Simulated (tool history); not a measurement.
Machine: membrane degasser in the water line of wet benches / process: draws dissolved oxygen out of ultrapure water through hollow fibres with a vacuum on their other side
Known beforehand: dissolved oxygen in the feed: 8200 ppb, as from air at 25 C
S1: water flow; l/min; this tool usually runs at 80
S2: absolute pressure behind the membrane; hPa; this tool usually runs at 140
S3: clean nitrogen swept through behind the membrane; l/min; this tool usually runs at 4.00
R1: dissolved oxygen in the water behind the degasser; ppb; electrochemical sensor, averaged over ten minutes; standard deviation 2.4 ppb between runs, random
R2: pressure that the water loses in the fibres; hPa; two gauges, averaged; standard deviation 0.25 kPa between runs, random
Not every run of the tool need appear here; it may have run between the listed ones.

| run | hour | S1 | S2 | S3 | R1 | R2 |
|---|---|---|---|---|---|---|
| 1 | 0.0 | 80 | 140 | 4.00 | 469.5 | 678.9 |
| 2 | 72.7 | 80 | 172 | 4.00 | 594.0 | 680.4 |
| 3 | 183.9 | 80 | 172 | 4.00 | 587.1 | 679.4 |
| 4 | 328.0 | 80 | 140 | 4.00 | 464.0 | 677.2 |
| 5 | 442.4 | 80 | 140 | 4.00 | 464.3 | 677.9 |
| 6 | 607.1 | 80 | 140 | 4.00 | 464.8 | 677.2 |
| 7 | 723.2 | 80 | 140 | 4.00 | 469.1 | 675.4 |
| 8 | 832.9 | 80 | 140 | 3.67 | 495.9 | 681.6 |
| 9 | 974.8 | 80 | 140 | 4.00 | 463.5 | 680.8 |
| 10 | 1058.8 | 80 | 140 | 4.00 | 457.7 | 681.2 |
| 11 | 1174.2 | 80 | 140 | 4.00 | 459.9 | 677.8 |
| 12 | 1279.8 | 80 | 140 | 6.32 | 313.0 | 678.0 |
| 13 | 1433.2 | 80 | 140 | 4.00 | 464.2 | 680.9 |
| 14 | 1557.8 | 80 | 140 | 4.00 | 465.4 | 685.1 |
| 15 | 1625.5 | 80 | 140 | 4.00 | 464.3 | 682.2 |
| 16 | 1698.2 | 80 | 140 | 4.00 | 458.2 | 678.5 |
| 17 | 1818.9 | 80 | 140 | 4.00 | 464.3 | 681.4 |
| 18 | 1969.0 | 80 | 140 | 4.00 | 468.3 | 680.6 |
| 19 | 2056.5 | 80 | 214 | 4.00 | 756.9 | 680.3 |
| 20 | 2161.8 | 86 | 194 | 1.93 | 1243.7 | 727.0 |
| 21 | 2293.5 | 85 | 170 | 1.95 | 1065.3 | 724.1 |
| 22 | 2371.2 | 59 | 170 | 1.95 | 813.6 | 502.6 |
| 23 | 2520.8 | 86 | 140 | 4.00 | 492.1 | 730.5 |
| 24 | 2646.0 | 91 | 243 | 9.41 | 465.0 | 770.3 |
| 25 | 2731.1 | 91 | 243 | 9.41 | 463.3 | 774.8 |
| 26 | 2882.1 | 91 | 116 | 9.41 | 195.5 | 775.3 |
| 27 | 2966.4 | 72 | 140 | 9.41 | 196.7 | 614.1 |
| 28 | 3083.5 | 72 | 140 | 9.41 | 196.3 | 612.2 |
| 29 | 3228.8 | 80 | 153 | 3.03 | 651.3 | 682.9 |
| 30 | 3363.0 | 67 | 339 | 4.55 | 939.0 | 570.7 |
| 31 | 3476.2 | 109 | 196 | 5.09 | 723.8 | 925.1 |

Forecast each of these 4 alternatives for the next run:
| A | 3582.4 | 80 | 141 | 4.00 | ? | ? |
| B | 3582.4 | 58 | 98 | 5.05 | ? | ? |
| C | 3582.4 | 80 | 219 | 6.42 | ? | ? |
| D | 3582.4 | 80 | 90 | 7.06 | ? | ? |

| run | R1 | R2 |
|---|---|---|
| A | 466.2 | 676.6 |
| B | 177.4 | 496.5 |
| C | 515.6 | 681.1 |
| D | 154.6 | 679.0 |
Had the tool no hidden state, the same runs would have come out as:
| run | R1 | R2 |
|---|---|---|
| A | 465.7 | 675.9 |
| B | 177.1 | 496.0 |
| C | 515.3 | 680.5 |
| D | 154.3 | 678.4 |

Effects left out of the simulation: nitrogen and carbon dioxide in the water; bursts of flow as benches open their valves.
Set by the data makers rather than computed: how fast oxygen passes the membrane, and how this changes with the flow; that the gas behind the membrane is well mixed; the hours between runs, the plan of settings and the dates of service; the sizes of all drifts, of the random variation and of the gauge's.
